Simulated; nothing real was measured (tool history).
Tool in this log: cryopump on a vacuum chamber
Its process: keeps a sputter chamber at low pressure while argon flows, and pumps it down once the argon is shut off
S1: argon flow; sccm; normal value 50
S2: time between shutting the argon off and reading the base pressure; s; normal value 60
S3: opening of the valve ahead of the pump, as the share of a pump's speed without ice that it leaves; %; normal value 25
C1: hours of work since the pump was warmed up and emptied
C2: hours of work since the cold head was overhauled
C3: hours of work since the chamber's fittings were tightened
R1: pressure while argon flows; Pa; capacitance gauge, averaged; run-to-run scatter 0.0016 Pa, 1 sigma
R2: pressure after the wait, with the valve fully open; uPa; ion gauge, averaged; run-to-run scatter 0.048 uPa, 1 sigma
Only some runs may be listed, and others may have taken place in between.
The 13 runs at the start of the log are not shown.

run	hour	S1	S2	S3	C1	C2	C3	R1	R2
14	155.8	50	161	25	418	418	2403	0.3728	1.79
15	169.9	50	60	25	426	426	2411	0.3742	3.34
16	185	50	60	25	434	434	2420	0.3752	3.33
17	197.8	50	60	25	441	441	2427	0.3747	3.43
18	205.7	50	60	25	446	446	2431	0.3757	3.37
19	219.1	84	24	19	453	453	2439	0.8228	7.02
20	229.2	76	24	19	459	459	2444	0.7451	7.28
21	240.7	76	24	19	465	465	2451	0.7517	7.05
22	254.7	76	24	19	473	473	2459	0.74	7.19
23	266.8	50	86	28	480	480	2465	0.3362	2.6
24	282.5	75	25	36	489	489	2474	0.3967	7.19
25	294.3	75	72	36	495	495	2481	0.3922	2.99
26	305.8	50	29	54	502	502	2487	0.1773	6
27	318.1	21	25	58	509	509	2494	0.0694	7.04

Run 28 comes next. What will it give?
28	324.6	21	25	58	512	512	2498	?	?

R1: 0.0698 Pa
R2: 6.82 uPa
With no hidden state in the tool, this same run would have given R1 0.0664 Pa, R2 6.33 uPa.
